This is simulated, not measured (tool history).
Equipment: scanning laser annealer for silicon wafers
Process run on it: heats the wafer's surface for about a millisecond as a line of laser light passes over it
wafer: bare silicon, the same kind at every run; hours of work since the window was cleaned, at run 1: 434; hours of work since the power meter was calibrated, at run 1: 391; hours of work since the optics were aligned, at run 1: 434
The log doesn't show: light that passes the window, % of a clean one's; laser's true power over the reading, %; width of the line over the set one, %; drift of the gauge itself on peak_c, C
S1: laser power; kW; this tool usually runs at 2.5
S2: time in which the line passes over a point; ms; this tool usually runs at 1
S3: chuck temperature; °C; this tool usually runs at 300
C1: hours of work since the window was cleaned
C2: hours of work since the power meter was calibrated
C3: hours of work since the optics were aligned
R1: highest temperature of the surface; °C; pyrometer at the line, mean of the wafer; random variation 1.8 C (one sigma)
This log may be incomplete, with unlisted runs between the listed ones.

run	hour	S1	S2	S3	C1	C2	C3	R1
1	0	2.5	1	300	434	391	434	997
2	12.4	2.5	1	300	443	399	443	996
3	26.8	2.5	1	300	453	409	453	999
4	37.5	2.5	1	300	461	417	461	1000
# hour 55.8: window over the wafer cleaned
5	56.3	2.5	1	300	0	429	472	1020
6	74.3	2.5	1	300	13	441	485	1021
7	92.7	2.5	1	300	26	454	498	1018
# hour 97.1: laser's power meter calibrated
8	107.8	2.5	1	273	34	7	506	995
9	125.4	2.5	1	273	47	20	519	989
10	148	2.389	1.05	300	62	36	534	997
11	158.5	2.218	1.08	288	70	43	542	936
12	179.6	2.218	1.08	288	85	58	557	932
# hour 203.7: laser's power meter calibrated, once more
13	205.6	2.463	1.08	288	101	1	573	1017
14	224.2	2.5	0.8	331	114	14	586	963
15	240.2	2.5	1.01	287	125	26	597	1005

Each row is a separate what-if for the run after 15, all from the same tool condition, not one after another. Results?
A	260.7	2.464	0.83	300	139	40	611	?
B	260.7	2.337	0.74	300	139	40	611	?
C	260.7	2.435	0.73	327	139	40	611	?
D	260.7	2.5	0.92	304	139	40	611	?
E	260.7	2.5	1.01	335	139	40	611	?

run	R1
A	927
B	856
C	907
D	986
E	1053
What these runs would have given with no unlogged condition in the tool:
run	R1
A	936
B	864
C	915
D	996
E	1063

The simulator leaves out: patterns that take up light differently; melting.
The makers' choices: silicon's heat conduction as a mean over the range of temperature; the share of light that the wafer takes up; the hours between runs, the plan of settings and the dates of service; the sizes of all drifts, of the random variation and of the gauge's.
